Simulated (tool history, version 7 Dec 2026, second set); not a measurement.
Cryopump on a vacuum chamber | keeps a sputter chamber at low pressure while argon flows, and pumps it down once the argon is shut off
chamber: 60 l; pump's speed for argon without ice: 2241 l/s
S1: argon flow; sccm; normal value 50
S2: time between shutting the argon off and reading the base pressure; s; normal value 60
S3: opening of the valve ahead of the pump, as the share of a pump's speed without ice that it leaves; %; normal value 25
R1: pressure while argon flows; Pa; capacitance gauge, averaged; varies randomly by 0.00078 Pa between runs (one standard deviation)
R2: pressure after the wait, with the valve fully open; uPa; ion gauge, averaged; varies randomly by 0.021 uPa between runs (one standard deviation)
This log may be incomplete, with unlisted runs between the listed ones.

run	hour	S1	S2	S3	R1	R2
1	0.0	50	60	25	0.1556	1.39
2	51.2	50	60	25	0.1559	1.41
3	98.8	50	60	25	0.1550	1.44
4	128.7	50	90	25	0.1559	1.36
5	176.1	50	90	19	0.2043	1.37
6	202.2	50	90	19	0.2049	1.42
7	255.2	50	90	19	0.2053	1.49
8	302.8	50	60	52	0.0804	1.55
9	337.7	50	60	52	0.0800	1.57
10	363.1	50	60	52	0.0808	1.59
11	422.5	50	60	52	0.0813	1.64
12	475.0	50	60	24	0.1678	1.73
13	502.8	50	60	25	0.1599	1.70
14	550.7	50	60	25	0.1600	1.72
15	599.6	50	60	25	0.1619	1.77
16	623.9	50	60	25	0.1630	1.77
# hour 631.6: pump warmed up, emptied and cooled again
17	678.8	50	60	25	0.1534	1.47
18	736.6	61	68	18	0.2570	1.47
19	764.2	61	68	18	0.2568	1.45
20	809.5	26	38	22	0.0904	1.75
21	845.4	59	22	28	0.1613	2.02
22	881.2	26	60	38	0.0532	1.54
23	920.9	26	60	38	0.0534	1.56
24	956.4	29	144	17	0.1302	1.42
25	986.9	36	97	17	0.1621	1.41
26	1022.3	79	35	25	0.2456	1.78
27	1078.3	50	60	22	0.1769	1.73
28	1133.3	50	60	22	0.1766	1.69
29	1172.2	31	57	26	0.0927	1.78
30	1199.0	31	131	26	0.0930	1.60
31	1244.8	31	131	26	0.0931	1.60
32	1293.5	71	60	17	0.3237	1.78
33	1335.0	83	126	25	0.2627	1.67
34	1372.0	28	106	25	0.0900	1.77

Alternative continuations, all from the tool just after run 34; predict every row:
A	1431.4	80	119	33	?	?
B	1431.4	28	106	52	?	?
C	1431.4	50	60	32	?	?

run	R1	R2
A	0.1980	1.75
B	0.0455	1.78
C	0.1263	1.96
Without the tool's hidden state the same runs would have given:
run	R1	R2
A	0.1836	0.31
B	0.0405	0.27
C	0.1174	0.43

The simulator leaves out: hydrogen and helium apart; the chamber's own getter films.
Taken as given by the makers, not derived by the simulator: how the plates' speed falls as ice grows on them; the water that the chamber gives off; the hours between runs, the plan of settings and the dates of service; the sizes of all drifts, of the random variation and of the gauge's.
